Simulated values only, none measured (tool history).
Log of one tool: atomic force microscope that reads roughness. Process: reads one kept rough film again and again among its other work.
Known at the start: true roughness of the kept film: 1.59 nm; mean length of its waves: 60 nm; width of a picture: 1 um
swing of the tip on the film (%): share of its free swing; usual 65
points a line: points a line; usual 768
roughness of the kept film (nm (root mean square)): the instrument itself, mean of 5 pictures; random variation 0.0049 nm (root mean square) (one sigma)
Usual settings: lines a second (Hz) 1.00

run	hour	lines a second (Hz)	swing of the tip on the film (%)	points a line	roughness of the kept film (nm (root mean square))
1	0.0	1.00	65	768	1.483
2	24.3	1.00	66	768	1.476
3	61.0	1.00	66	768	1.455
4	77.5	1.00	66	624	1.447
# hour 105.9: new tip fitted
5	105.9	3.94	65	768	1.422
6	132.4	3.94	65	768	1.405
7	150.1	3.94	65	525	1.405
8	185.5	3.94	65	525	1.391
9	216.3	1.00	65	770	1.487
10	243.9	1.00	65	768	1.479
11	270.7	1.00	65	768	1.464
12	292.4	1.00	65	768	1.464
13	325.7	1.00	65	768	1.454
# hour 342.8: new tip fitted
14	344.8	1.00	65	768	1.525
15	378.4	1.27	77	509	1.449
16	416.3	1.27	77	509	1.446
17	434.0	2.11	65	274	1.446
18	452.9	0.68	74	632	1.481
19	487.7	0.68	74	632	1.472
# hour 491.6: height scale calibrated on a step standard
20	524.2	3.20	71	768	1.345
21	543.0	0.60	81	433	1.436
22	570.7	0.60	81	433	1.431
# hour 581.5: new tip fitted
23	587.5	0.82	78	863	1.495
24	603.4	0.76	65	399	1.524
25	633.0	0.76	85	659	1.454
26	657.7	2.95	84	416	1.256
27	684.1	2.95	84	416	1.252
# hour 719.2: height scale calibrated on a step standard, once more
28	720.0	2.95	84	416	1.236

Forecast each of these 5 alternatives for the next run:
A	745.6	1.81	84	395	?
B	745.6	2.95	62	312	?
C	745.6	1.21	84	267	?
D	745.6	2.95	84	680	?
E	745.6	1.80	84	416	?

run	roughness of the kept film (nm (root mean square))
A	1.328
B	1.402
C	1.379
D	1.232
E	1.325
Without the tool's hidden state the same runs would have given:
run	roughness of the kept film (nm (root mean square))
A	1.380
B	1.457
C	1.433
D	1.280
E	1.377
